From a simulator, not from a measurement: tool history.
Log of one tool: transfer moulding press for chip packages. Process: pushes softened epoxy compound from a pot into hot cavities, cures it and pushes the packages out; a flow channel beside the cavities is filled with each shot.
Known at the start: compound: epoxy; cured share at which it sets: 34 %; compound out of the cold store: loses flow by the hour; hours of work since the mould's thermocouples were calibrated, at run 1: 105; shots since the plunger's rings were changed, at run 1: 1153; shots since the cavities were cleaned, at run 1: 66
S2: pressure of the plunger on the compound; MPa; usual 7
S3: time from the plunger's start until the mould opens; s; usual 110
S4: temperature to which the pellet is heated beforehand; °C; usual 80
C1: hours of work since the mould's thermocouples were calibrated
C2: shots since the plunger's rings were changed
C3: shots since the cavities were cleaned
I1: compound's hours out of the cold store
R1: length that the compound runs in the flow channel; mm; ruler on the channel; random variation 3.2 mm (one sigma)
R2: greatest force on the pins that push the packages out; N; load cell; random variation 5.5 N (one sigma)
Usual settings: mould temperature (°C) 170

Run 1, day 0: usual settings; C1 105; C2 1153; C3 66; I1 12.9. Result: R1 877 mm, R2 215 N.
Run 2, day 0.346: usual settings but S2 5.92 MPa; C1 109; C2 1222; C3 135; I1 30.5. Result: R1 721 mm, R2 231 N.
Run 3, day 0.804: usual settings but S2 5.92 MPa; C1 115; C2 1315; C3 228; I1 28.4. Result: R1 720 mm, R2 258 N.
Run 4, day 1.242: usual settings but S2 5.92 MPa; C1 120; C2 1403; C3 316; I1 14.5. Result: R1 798 mm, R2 282 N.
Run 5, day 1.75: usual settings but S2 5.92 MPa; C1 126; C2 1506; C3 419; I1 10.2. Result: R1 816 mm, R2 320 N.
Run 6, day 2.171: usual settings but S2 5.92 MPa; C1 131; C2 1591; C3 504; I1 12. Result: R1 813 mm, R2 315 N.
Run 7, day 2.696: usual settings but S2 5.69 MPa, S3 96 s, S4 86 °C; C1 137; C2 1696; C3 609; I1 43.8. Result: R1 637 mm, R2 350 N.
Run 8, day 3.204: usual settings but S2 5.69 MPa, S3 96 s, S4 86 °C; C1 144; C2 1799; C3 712; I1 34.3. Result: R1 679 mm, R2 381 N.
Run 9, day 3.592: usual settings but S2 5.69 MPa, S3 96 s, S4 86 °C; C1 148; C2 1878; C3 791; I1 24. Result: R1 724 mm, R2 413 N.

Run 10 comes next. What will it give?
Run 10, day 3.867: usual settings but mould temperature (°C) 162, S4 86 °C; C1 152; C2 1933; C3 846; I1 39.1. Result: R1 ?, R2 ?.

{"run 10": {"R1": 748, "R2": 483}}
Without the tool's hidden state the same run would have given R1 772 mm, R2 278 N.

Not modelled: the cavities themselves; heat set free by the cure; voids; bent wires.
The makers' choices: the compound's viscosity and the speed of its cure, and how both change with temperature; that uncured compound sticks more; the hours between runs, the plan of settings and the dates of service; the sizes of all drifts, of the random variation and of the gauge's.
